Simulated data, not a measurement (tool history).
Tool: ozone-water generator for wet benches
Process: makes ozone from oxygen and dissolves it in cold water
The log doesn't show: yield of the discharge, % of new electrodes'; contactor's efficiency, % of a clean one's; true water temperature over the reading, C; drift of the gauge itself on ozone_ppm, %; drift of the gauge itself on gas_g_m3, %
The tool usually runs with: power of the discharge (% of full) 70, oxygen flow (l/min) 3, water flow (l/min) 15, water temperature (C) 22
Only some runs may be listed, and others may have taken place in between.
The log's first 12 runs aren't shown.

run	day	power of the discharge (% of full)	oxygen flow (l/min)	water flow (l/min)	water temperature (C)	hours of work since the electrodes were changed	hours of work since the contactor was cleaned	hours of work since the thermometer was calibrated	dissolved ozone (ppm)	ozone in the gas ahead of the water (g/m3)
13	11.304	70	3	15	22	1243	206	3142	14.7	223.3
14	12.396	70	3	15	14	1266	229	3165	15.9	223.6
15	13.538	70	3	18	14	1290	253	3189	13.2	222.8
# day 13.629: water thermometer calibrated
16	14.479	70	3	18	14	1309	272	18	13.4	221.7
17	15.788	70	3	18	14	1337	300	46	13.2	222.1
18	16.575	70	3	18	14	1353	317	62	13.2	223.4
19	17.854	70	4.46	15	22	1380	344	89	15.6	197.2
20	18.683	70	4.46	15	22	1398	361	107	15.9	195.2
# day 19.104: water thermometer calibrated, once more
21	19.358	70	3	11	28	1412	375	5	17.7	223.4
22	20.438	70	2.18	11	28	1435	398	28	16.4	244
23	20.971	70	2.18	11	28	1446	409	39	16.7	241.6
24	21.754	52	3.75	10	16	1462	426	56	19.5	166.4
25	22.296	70	2.14	14	25	1474	437	67	13.4	246.3
26	23.458	76	2.14	14	25	1498	462	92	14.4	260.8
27	24.304	76	1.61	14	20	1516	480	110	13.6	284.8
28	25.308	70	3	9	28	1537	501	131	20.3	221.6
29	25.85	70	3	15	29	1549	512	142	13.1	219.2
30	26.75	70	2.38	20	22	1568	531	162	9.7	238.3
31	27.733	58	3.29	20	22	1589	552	182	9.6	187.9
32	29.004	58	3.29	20	22	1615	579	209	9.6	187.5

The next listed run, before its measurement:
33	29.625	70	3	15	18	1629	592	222	?	?

dissolved ozone (ppm): 15.1
ozone in the gas ahead of the water (g/m3): 220.7
The same run, on a tool lacking any hidden state, would have yielded dissolved ozone (ppm) 16, ozone in the gas ahead of the water (g/m3) 229.8.

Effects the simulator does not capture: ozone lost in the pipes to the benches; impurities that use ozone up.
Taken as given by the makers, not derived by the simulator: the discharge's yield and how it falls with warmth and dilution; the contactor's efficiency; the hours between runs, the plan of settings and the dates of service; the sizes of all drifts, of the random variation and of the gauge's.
